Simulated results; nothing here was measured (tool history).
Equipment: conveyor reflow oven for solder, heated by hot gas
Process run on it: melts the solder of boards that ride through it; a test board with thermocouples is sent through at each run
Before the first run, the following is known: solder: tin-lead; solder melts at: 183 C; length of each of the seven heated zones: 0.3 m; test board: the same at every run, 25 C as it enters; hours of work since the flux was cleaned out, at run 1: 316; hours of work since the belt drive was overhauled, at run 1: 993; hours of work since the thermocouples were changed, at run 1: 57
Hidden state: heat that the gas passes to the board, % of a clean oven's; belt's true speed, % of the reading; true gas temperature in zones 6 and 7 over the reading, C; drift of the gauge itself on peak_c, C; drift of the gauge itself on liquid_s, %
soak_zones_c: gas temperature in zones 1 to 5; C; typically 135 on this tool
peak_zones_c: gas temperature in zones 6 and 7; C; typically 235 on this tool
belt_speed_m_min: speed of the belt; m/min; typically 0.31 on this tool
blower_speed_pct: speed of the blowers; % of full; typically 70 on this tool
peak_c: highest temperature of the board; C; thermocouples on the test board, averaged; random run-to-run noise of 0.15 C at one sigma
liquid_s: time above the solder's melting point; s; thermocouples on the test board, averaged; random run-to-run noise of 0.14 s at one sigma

run	day	soak_zones_c	peak_zones_c	belt_speed_m_min	blower_speed_pct	hours of work since the flux was cleaned out	hours of work since the belt drive was overhauled	hours of work since the thermocouples were changed	peak_c	liquid_s
1	0	135	235	0.31	70	316	993	57	218.3	88.9
2	1.488	135	243	0.31	70	336	1013	77	225.3	96.1
3	3.5	135	235	0.31	70	363	1041	105	218.1	88.6
4	5.712	143	235	0.31	70	394	1071	135	219.3	94.6
5	8.142	137	235	0.31	70	427	1104	168	218.3	89.6
6	10.138	137	243	0.31	70	454	1131	195	224.6	97.4
# day 11.992: flux residue cleaned out of gas plates and filters
7	13.292	137	243	0.31	70	18	1171	235	225.8	98.7

Estimate the outcome of run 8 from the log above:
8	15.212	137	243	0.31	70	44	1197	261	?	?

peak_c: 225.9 C
liquid_s: 98.6 s
With the hidden condition absent and the run-to-run variation left alone, this run would have shown peak_c 226 C, liquid_s 95.5 s.
